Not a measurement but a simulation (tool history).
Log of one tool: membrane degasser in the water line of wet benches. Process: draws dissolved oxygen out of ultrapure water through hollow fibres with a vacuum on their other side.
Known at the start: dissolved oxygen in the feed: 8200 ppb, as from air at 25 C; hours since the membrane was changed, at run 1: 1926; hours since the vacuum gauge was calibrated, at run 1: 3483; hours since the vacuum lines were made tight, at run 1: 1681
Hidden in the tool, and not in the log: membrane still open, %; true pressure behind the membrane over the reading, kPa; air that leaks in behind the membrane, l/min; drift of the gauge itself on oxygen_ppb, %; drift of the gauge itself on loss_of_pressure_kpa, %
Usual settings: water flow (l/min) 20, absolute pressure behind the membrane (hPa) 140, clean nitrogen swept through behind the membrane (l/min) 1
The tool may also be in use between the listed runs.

run,hour,water flow (l/min),absolute pressure behind the membrane (hPa),clean nitrogen swept through behind the membrane (l/min),hours since the membrane was changed,hours since the vacuum gauge was calibrated,hours since the vacuum lines were made tight,dissolved oxygen in the water behind the degasser (ppb),pressure that the water loses in the fibres (hPa)
1,0,20,140,1,1926,3483,1681,465.8,349.4
2,42.2,26,140,1,1968,3525,1723,585.8,458.7
3,102.5,19,140,1,2028,3585,1783,445.7,336.4
4,133.4,19,140,1,2059,3616,1814,446.7,335.8
5,201.6,20,140,1,2127,3684,1883,466.2,350.1
6,257.3,20,140,1,2183,3740,1938,466.1,352
7,286.6,20,140,1,2212,3769,1967,467.6,354
8,333.6,20,140,1,2259,3816,2014,465.6,352.2
9,393.1,20,140,1,2319,3876,2074,469.6,350.2
10,452.8,20,140,1,2378,3935,2134,466.3,351.6
11,503.6,20,140,1,2429,3986,2185,467.5,352.2
12,536.2,20,140,1,2462,4019,2217,466.4,352.7
13,569.6,20,140,1,2495,4052,2250,468.2,354.3
14,604.9,20,140,1,2531,4088,2286,467.1,354
15,634.2,20,140,1,2560,4117,2315,468.5,354.7
16,670.8,20,140,1,2596,4153,2352,468.3,351.3
17,731.6,21,140,1,2657,4214,2413,489.5,369.7
18,791,19,198,0.57,2717,4274,2472,1040.2,335.2
19,832.9,20,173,1.23,2759,4316,2514,504.9,353.4

The next listed run, before its measurement:
# hour 856.8: vacuum gauge calibrated
20,901.8,25,128,1,2827,45,2582,?,?

dissolved oxygen in the water behind the degasser (ppb): 503.4
pressure that the water loses in the fibres (hPa): 440.7
Without the tool's hidden state the same run would have given dissolved oxygen in the water behind the degasser (ppb) 500.1, pressure that the water loses in the fibres (hPa) 434.4.
